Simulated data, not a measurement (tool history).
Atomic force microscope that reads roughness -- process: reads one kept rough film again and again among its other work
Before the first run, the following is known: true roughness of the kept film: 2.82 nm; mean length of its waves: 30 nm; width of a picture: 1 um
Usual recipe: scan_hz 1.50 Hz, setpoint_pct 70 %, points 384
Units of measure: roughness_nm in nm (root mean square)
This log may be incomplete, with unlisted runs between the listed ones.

run 1 hour=0.0 | scan_hz=1.50 setpoint_pct=70 points=384 | roughness_nm=2.320
run 2 hour=9.1 | scan_hz=1.50 setpoint_pct=70 points=384 | roughness_nm=2.331
run 3 hour=15.0 | scan_hz=1.50 setpoint_pct=70 points=384 | roughness_nm=2.329
run 4 hour=22.3 | scan_hz=1.50 setpoint_pct=70 points=384 | roughness_nm=2.323
-- hour=27.8 new tip fitted
run 5 hour=27.8 | scan_hz=1.50 setpoint_pct=70 points=557 | roughness_nm=2.337
run 6 hour=33.8 | scan_hz=1.50 setpoint_pct=70 points=557 | roughness_nm=2.341
run 7 hour=45.0 | scan_hz=2.56 setpoint_pct=70 points=557 | roughness_nm=2.202
run 8 hour=51.2 | scan_hz=1.50 setpoint_pct=70 points=384 | roughness_nm=2.327
run 9 hour=56.4 | scan_hz=1.50 setpoint_pct=70 points=384 | roughness_nm=2.343
run 10 hour=66.2 | scan_hz=1.50 setpoint_pct=70 points=384 | roughness_nm=2.330
run 11 hour=71.8 | scan_hz=1.50 setpoint_pct=70 points=407 | roughness_nm=2.349
run 12 hour=81.8 | scan_hz=2.80 setpoint_pct=70 points=407 | roughness_nm=2.164
run 13 hour=89.1 | scan_hz=1.50 setpoint_pct=70 points=282 | roughness_nm=2.319
run 14 hour=94.7 | scan_hz=1.50 setpoint_pct=70 points=282 | roughness_nm=2.325
run 15 hour=101.0 | scan_hz=1.50 setpoint_pct=70 points=557 | roughness_nm=2.314
run 16 hour=107.0 | scan_hz=1.50 setpoint_pct=70 points=557 | roughness_nm=2.345
run 17 hour=116.8 | scan_hz=1.50 setpoint_pct=70 points=384 | roughness_nm=2.325
run 18 hour=122.9 | scan_hz=1.50 setpoint_pct=70 points=384 | roughness_nm=2.324
run 19 hour=133.9 | scan_hz=1.50 setpoint_pct=70 points=384 | roughness_nm=2.341
run 20 hour=144.4 | scan_hz=1.50 setpoint_pct=88 points=384 | roughness_nm=2.050
run 21 hour=153.2 | scan_hz=1.50 setpoint_pct=76 points=384 | roughness_nm=2.252
run 22 hour=159.8 | scan_hz=1.50 setpoint_pct=70 points=378 | roughness_nm=2.327
run 23 hour=170.6 | scan_hz=1.50 setpoint_pct=70 points=378 | roughness_nm=2.326
run 24 hour=177.9 | scan_hz=1.50 setpoint_pct=72 points=378 | roughness_nm=2.305
run 25 hour=183.6 | scan_hz=1.50 setpoint_pct=72 points=378 | roughness_nm=2.297
run 26 hour=190.4 | scan_hz=1.50 setpoint_pct=71 points=405 | roughness_nm=2.328
run 27 hour=197.0 | scan_hz=1.50 setpoint_pct=70 points=318 | roughness_nm=2.316
run 28 hour=208.1 | scan_hz=3.29 setpoint_pct=72 points=341 | roughness_nm=2.054
run 29 hour=213.3 | scan_hz=2.27 setpoint_pct=62 points=384 | roughness_nm=2.352
run 30 hour=222.5 | scan_hz=2.27 setpoint_pct=60 points=495 | roughness_nm=2.371
run 31 hour=228.0 | scan_hz=2.27 setpoint_pct=60 points=495 | roughness_nm=2.390
run 32 hour=238.6 | scan_hz=2.11 setpoint_pct=70 points=481 | roughness_nm=2.246
run 33 hour=244.5 | scan_hz=1.16 setpoint_pct=70 points=371 | roughness_nm=2.385
run 34 hour=250.6 | scan_hz=1.50 setpoint_pct=70 points=387 | roughness_nm=2.329
run 35 hour=260.8 | scan_hz=1.50 setpoint_pct=70 points=387 | roughness_nm=2.329
run 36 hour=270.5 | scan_hz=1.47 setpoint_pct=70 points=384 | roughness_nm=2.333
run 37 hour=277.6 | scan_hz=1.47 setpoint_pct=70 points=384 | roughness_nm=2.359
run 38 hour=287.7 | scan_hz=1.47 setpoint_pct=70 points=384 | roughness_nm=2.330
run 39 hour=293.8 | scan_hz=1.47 setpoint_pct=70 points=384 | roughness_nm=2.331

Expected results for the next run?
run 40 hour=302.9 | scan_hz=1.50 setpoint_pct=77 points=663 | roughness_nm=?

{"run 40": {"roughness_nm": 2.249}}
Were there no unlogged condition in the tool, this run, its random variation unchanged, would have produced roughness_nm 2.257 nm (root mean square).
